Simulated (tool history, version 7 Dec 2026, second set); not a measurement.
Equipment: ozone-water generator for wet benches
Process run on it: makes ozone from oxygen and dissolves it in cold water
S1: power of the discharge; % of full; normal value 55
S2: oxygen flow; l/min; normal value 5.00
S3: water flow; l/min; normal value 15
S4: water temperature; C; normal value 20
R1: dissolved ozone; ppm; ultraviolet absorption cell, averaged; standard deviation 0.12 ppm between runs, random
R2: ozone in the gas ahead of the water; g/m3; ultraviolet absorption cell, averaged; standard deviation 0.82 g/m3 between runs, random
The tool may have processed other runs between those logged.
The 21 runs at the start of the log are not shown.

run,hour,S1,S2,S3,S4,R1,R2
22,1294.6,40,5.00,14,20,9.8,100.7
23,1361.5,48,5.00,10,18,15.8,116.8
24,1432.3,48,5.00,10,18,15.6,115.5
25,1519.1,48,5.00,10,18,15.5,116.2
# hour 1573.9: contactor cleaned
26,1595.9,73,4.44,9,20,22.8,174.7
27,1665.6,73,4.44,9,20,22.7,174.1
28,1749.7,82,5.00,15,20,16.3,176.6
29,1830.0,82,5.00,15,20,15.8,177.1
30,1885.3,82,5.00,15,20,16.1,178.3
31,1960.0,55,5.38,15,26,10.5,123.7
32,2004.8,55,5.00,11,21,15.1,131.2

Alternative continuations, all from the tool just after run 32; predict every row:
A,2076.9,55,4.64,12,21,?,?
B,2076.9,55,5.00,15,20,?,?
C,2076.9,42,4.92,15,12,?,?

run,R1,R2
A,14.5,136.2
B,11.7,130.7
C,11.0,105.6
Stripped of hidden state, with their random variation kept, the same runs would have yielded:
run,R1,R2
A,14.5,136.3
B,11.7,130.8
C,11.0,105.6
